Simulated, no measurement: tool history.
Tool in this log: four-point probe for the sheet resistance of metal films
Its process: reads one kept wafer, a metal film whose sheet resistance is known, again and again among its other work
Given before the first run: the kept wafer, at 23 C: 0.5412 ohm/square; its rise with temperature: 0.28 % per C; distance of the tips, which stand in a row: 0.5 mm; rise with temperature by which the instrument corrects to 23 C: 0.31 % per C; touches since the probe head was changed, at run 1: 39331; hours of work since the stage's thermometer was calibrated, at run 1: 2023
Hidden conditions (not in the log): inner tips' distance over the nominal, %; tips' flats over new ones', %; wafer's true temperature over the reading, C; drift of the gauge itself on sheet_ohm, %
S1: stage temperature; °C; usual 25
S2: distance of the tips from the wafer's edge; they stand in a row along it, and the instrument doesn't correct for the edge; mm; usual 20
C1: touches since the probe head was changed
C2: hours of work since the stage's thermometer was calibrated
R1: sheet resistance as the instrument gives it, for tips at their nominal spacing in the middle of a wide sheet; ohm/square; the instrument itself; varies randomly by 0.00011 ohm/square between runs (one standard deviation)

run	hour	S1	S2	C1	C2	R1
1	0	25	20	39331	2023	0.540958
2	88.4	25	20	43052	2088	0.541203
3	164.5	25	14	46256	2145	0.541064
4	230.7	25	20	49044	2194	0.540984
5	272.9	26	20	50823	2225	0.540897
6	344.6	26	20	53840	2278	0.540904
7	430.5	26	20	57454	2342	0.540947
8	484.3	26	20	59722	2382	0.540747
9	553.4	26	20	62633	2433	0.540977
10	592.2	26	20	64263	2462	0.540679
11	646.4	26	20	66547	2503	0.540828
12	714.6	20	20	69419	2553	0.542103
13	756.5	25	20	71180	2584	0.541067
14	823.4	23	20	74000	2634	0.541336
15	886.9	23	20	76670	2681	0.541421
16	956.2	23	20	79589	2732	0.541268
17	1002.3	23	20	81531	2767	0.541626
18	1062.4	23	20	84061	2811	0.541339
19	1128.1	23	20	86825	2860	0.541392
20	1186.3	23	20	89278	2903	0.541216
# hour 1215.8: stage's thermometer calibrated
21	1227.3	22	10	90983	9	0.542258
22	1289.9	20	13	93615	55	0.542416
23	1327.8	22	60	95211	83	0.541309
24	1395.2	29	15	98051	133	0.540318
25	1443.1	18	13	100067	169	0.542277
26	1481.3	29	57	101676	197	0.540177
27	1540.7	29	57	104175	241	0.540039
28	1604.2	22	6	106850	288	0.543535
29	1672	28	20	109704	339	0.540386
30	1742.7	25	35	112683	391	0.540858
31	1810.5	22	6	115536	442	0.543466
32	1853.8	22	31	117359	474	0.541435
33	1893.8	22	31	119044	503	0.541663
34	1968.4	22	31	122184	559	0.541475
35	2035.9	24	7	125027	609	0.542417
36	2090.2	24	47	127311	649	0.540962
37	2139.3	24	9	129380	686	0.541968

Branching from run 37: 3 alternative next runs. What would each branch give?
A	2203.2	33	5	132068	733	?
B	2203.2	19	9	132068	733	?
C	2203.2	25	16	132068	733	?

run	R1
A	0.542068
B	0.542772
C	0.541304
Without the tool's unlogged condition, the same runs would have read:
run	R1
A	0.542094
B	0.542798
C	0.54133
